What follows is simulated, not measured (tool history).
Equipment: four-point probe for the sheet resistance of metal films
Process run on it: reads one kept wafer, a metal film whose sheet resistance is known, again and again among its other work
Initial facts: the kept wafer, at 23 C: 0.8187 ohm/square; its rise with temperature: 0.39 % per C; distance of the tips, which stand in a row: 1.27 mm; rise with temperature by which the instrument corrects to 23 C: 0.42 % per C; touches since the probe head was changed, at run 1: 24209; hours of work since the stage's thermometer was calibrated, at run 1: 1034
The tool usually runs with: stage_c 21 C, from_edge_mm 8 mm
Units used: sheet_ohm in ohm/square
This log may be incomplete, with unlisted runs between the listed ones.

run,hour,stage_c,from_edge_mm,touches since the probe head was changed,hours of work since the stage's thermometer was calibrated,sheet_ohm
1,0.0,21,8,24209,1034,0.831947
2,57.0,21,8,28113,1079,0.831738
3,111.1,21,8,31821,1122,0.832135
4,180.9,21,8,36605,1178,0.832193
5,307.9,35,8,45302,1279,0.829692
6,368.6,35,8,49457,1327,0.830008
7,439.9,19,8,54343,1384,0.833897
8,533.2,19,19,60733,1458,0.825000
9,618.5,18,8,66580,1526,0.834541
10,735.0,18,8,74557,1619,0.835106
11,823.6,18,8,80631,1689,0.835632
12,940.4,18,8,88631,1782,0.835745
13,1003.1,18,8,92928,1832,0.835754
14,1060.4,21,21,96849,1878,0.826202
# hour 1085.0: new probe head fitted
15,1138.1,21,4,3640,1939,0.864070
16,1231.0,30,8,9999,2012,0.831334
17,1345.4,30,8,17841,2104,0.831870
18,1418.2,21,46,22827,2161,0.823127
19,1523.1,21,59,30009,2245,0.823286
20,1648.7,19,12,38619,2345,0.829216
21,1719.1,29,12,43441,2401,0.827167
22,1844.8,23,30,52049,2501,0.824458
23,1922.6,24,5,57381,2563,0.851713
# hour 1980.4: stage's thermometer calibrated
24,2005.5,24,5,63022,20,0.850667
25,2130.2,19,24,71570,119,0.825706
26,2188.2,33,11,75538,165,0.827666
27,2278.3,33,11,81714,237,0.827896
28,2331.7,25,32,85374,280,0.824633
29,2420.1,25,15,91426,350,0.827532

Pick out some run-to-run changes in sheet_ohm. Of each, how much would a tool without hidden state show as well, from the settings, what came in and chance, and how much is left for the hidden state and any gauge scatter not in both results compared?
Unlogged tool condition in this case: inner tips' distance over the nominal, %; tips' flats over new ones', %; wafer's true temperature over the reading, C; drift of the gauge itself on sheet_ohm, %.
Run 14 -> 15: from_edge_mm 21 -> 4, new probe head fitted. sheet_ohm +0.037868 ohm/square: hidden state -0.002318, all else +0.040186.
Run 15 -> 16: stage_c 21 -> 30, from_edge_mm 4 -> 8. sheet_ohm -0.032736 ohm/square: hidden state +0.000148, all else -0.032884.
Run 23 -> 24: stage's thermometer calibrated. sheet_ohm -0.001046 ohm/square: hidden state -0.001143, all else +0.000097.

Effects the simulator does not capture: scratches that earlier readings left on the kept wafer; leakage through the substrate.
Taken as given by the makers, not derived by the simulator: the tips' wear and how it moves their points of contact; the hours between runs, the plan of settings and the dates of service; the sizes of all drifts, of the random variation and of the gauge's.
